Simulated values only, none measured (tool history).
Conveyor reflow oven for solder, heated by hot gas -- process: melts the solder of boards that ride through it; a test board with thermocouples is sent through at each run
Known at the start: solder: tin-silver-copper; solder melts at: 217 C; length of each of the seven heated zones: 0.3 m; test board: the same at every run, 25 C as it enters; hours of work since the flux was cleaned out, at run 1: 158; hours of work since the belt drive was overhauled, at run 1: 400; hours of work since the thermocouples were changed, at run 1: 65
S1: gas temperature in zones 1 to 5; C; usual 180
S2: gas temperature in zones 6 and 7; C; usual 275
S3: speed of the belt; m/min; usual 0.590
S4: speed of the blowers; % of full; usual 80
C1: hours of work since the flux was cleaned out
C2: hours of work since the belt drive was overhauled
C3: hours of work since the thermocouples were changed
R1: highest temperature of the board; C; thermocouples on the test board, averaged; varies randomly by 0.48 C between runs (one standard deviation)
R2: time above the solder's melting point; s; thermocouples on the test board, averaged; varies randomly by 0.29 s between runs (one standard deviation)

| run | hour | S1 | S2 | S3 | S4 | C1 | C2 | C3 | R1 | R2 |
|---|---|---|---|---|---|---|---|---|---|---|
| 1 | 0.0 | 180 | 275 | 0.590 | 80 | 158 | 400 | 65 | 262.8 | 53.2 |
| 2 | 99.8 | 180 | 275 | 0.590 | 80 | 221 | 463 | 129 | 261.9 | 53.2 |
| 3 | 168.0 | 180 | 275 | 0.471 | 80 | 264 | 506 | 172 | 265.8 | 69.1 |
| 4 | 222.4 | 180 | 275 | 0.471 | 80 | 299 | 541 | 206 | 266.1 | 68.8 |
| 5 | 300.1 | 180 | 275 | 0.660 | 80 | 348 | 590 | 255 | 256.3 | 44.4 |
|  | 335.4 | flux residue cleaned out of gas plates and filters |
| 6 | 379.8 | 180 | 275 | 0.590 | 80 | 28 | 637 | 302 | 263.9 | 53.2 |
| 7 | 437.6 | 180 | 275 | 0.590 | 80 | 65 | 674 | 339 | 262.1 | 52.7 |
| 8 | 484.9 | 180 | 275 | 0.590 | 80 | 95 | 703 | 369 | 262.3 | 53.1 |
| 9 | 533.7 | 189 | 275 | 0.590 | 80 | 125 | 734 | 400 | 262.9 | 56.2 |
| 10 | 630.6 | 189 | 275 | 0.590 | 89 | 187 | 795 | 461 | 263.5 | 56.5 |
| 11 | 723.1 | 189 | 275 | 0.590 | 89 | 245 | 854 | 519 | 263.2 | 56.6 |
| 12 | 811.0 | 189 | 288 | 0.590 | 89 | 301 | 910 | 575 | 274.5 | 59.8 |
| 13 | 896.1 | 189 | 288 | 0.590 | 89 | 354 | 963 | 629 | 274.2 | 59.6 |
|  | 914.2 | flux residue cleaned out of gas plates and filters |
| 14 | 946.8 | 189 | 288 | 0.590 | 89 | 21 | 992 | 658 | 275.1 | 60.3 |
|  | 974.6 | belt drive overhauled, speed set with a stopwatch |
| 15 | 1005.0 | 189 | 288 | 0.590 | 89 | 55 | 19 | 692 | 275.9 | 59.1 |
| 16 | 1064.7 | 186 | 282 | 0.590 | 80 | 93 | 57 | 730 | 267.8 | 56.3 |
| 17 | 1160.4 | 183 | 269 | 0.590 | 80 | 153 | 117 | 790 | 254.5 | 50.1 |
| 18 | 1209.2 | 180 | 280 | 0.649 | 80 | 184 | 148 | 821 | 260.7 | 47.2 |
| 19 | 1260.0 | 180 | 280 | 0.649 | 80 | 216 | 180 | 853 | 260.0 | 47.3 |
| 20 | 1351.0 | 180 | 287 | 0.518 | 80 | 274 | 238 | 910 | 272.0 | 64.0 |
| 21 | 1410.7 | 175 | 276 | 0.590 | 80 | 311 | 276 | 948 | 257.7 | 48.9 |
|  | 1497.3 | flux residue cleaned out of gas plates and filters |
| 22 | 1510.7 | 174 | 276 | 0.708 | 75 | 8 | 336 | 1008 | 253.7 | 38.4 |
| 23 | 1555.9 | 174 | 263 | 0.590 | 75 | 37 | 364 | 1037 | 248.4 | 43.9 |
| 24 | 1629.8 | 174 | 277 | 0.551 | 75 | 84 | 411 | 1084 | 261.7 | 54.1 |

Below are 4 alternative next runs, each starting from the tool's condition after run 24. Predict each:
| A | 1677.4 | 194 | 277 | 0.551 | 65 | 114 | 441 | 1114 | ? | ? |
| B | 1677.4 | 173 | 274 | 0.631 | 75 | 114 | 441 | 1114 | ? | ? |
| C | 1677.4 | 191 | 263 | 0.590 | 82 | 114 | 441 | 1114 | ? | ? |
| D | 1677.4 | 174 | 277 | 0.537 | 75 | 114 | 441 | 1114 | ? | ? |

| run | R1 | R2 |
|---|---|---|
| A | 262.0 | 61.5 |
| B | 253.8 | 43.7 |
| C | 250.5 | 51.4 |
| D | 261.9 | 56.6 |
What these runs would have given with no unlogged condition in the tool:
| run | R1 | R2 |
|---|---|---|
| A | 266.2 | 62.9 |
| B | 258.4 | 45.8 |
| C | 254.8 | 53.3 |
| D | 266.5 | 58.4 |

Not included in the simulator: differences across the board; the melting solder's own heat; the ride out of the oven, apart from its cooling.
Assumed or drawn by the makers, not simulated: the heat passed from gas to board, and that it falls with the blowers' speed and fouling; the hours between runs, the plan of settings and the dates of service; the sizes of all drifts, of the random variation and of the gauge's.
